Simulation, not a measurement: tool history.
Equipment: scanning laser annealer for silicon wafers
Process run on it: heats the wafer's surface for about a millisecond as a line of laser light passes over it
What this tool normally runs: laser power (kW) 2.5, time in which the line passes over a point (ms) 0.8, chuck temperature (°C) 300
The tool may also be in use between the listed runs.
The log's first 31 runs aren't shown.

run	hour	laser power (kW)	time in which the line passes over a point (ms)	chuck temperature (°C)	highest temperature of the surface (°C)
32	1132.8	2.518	0.8	321	1095
33	1169.5	2.241	0.688	283	907
34	1210.7	2.321	0.688	319	965
35	1261.4	2.717	0.895	264	1163
36	1282.1	2.337	0.8	309	1014
37	1332.3	2.337	0.8	309	1014
38	1370.5	2.337	0.8	309	1018
39	1413.1	2.395	0.773	328	1040
40	1448.3	2.334	0.64	300	923
41	1489.6	2.5	0.8	289	1052

4 ways to go on from here, each from the tool as it stands after run 41. What would each give?
A	1538.7	2.6	0.8	300	?
B	1538.7	2.311	0.8	312	?
C	1538.7	2.5	0.802	300	?
D	1538.7	2.5	0.954	271	?

run	highest temperature of the surface (°C)
A	1098
B	1011
C	1062
D	1110
With no hidden state in the tool, these same runs would have given:
run	highest temperature of the surface (°C)
A	1111
B	1022
C	1075
D	1125

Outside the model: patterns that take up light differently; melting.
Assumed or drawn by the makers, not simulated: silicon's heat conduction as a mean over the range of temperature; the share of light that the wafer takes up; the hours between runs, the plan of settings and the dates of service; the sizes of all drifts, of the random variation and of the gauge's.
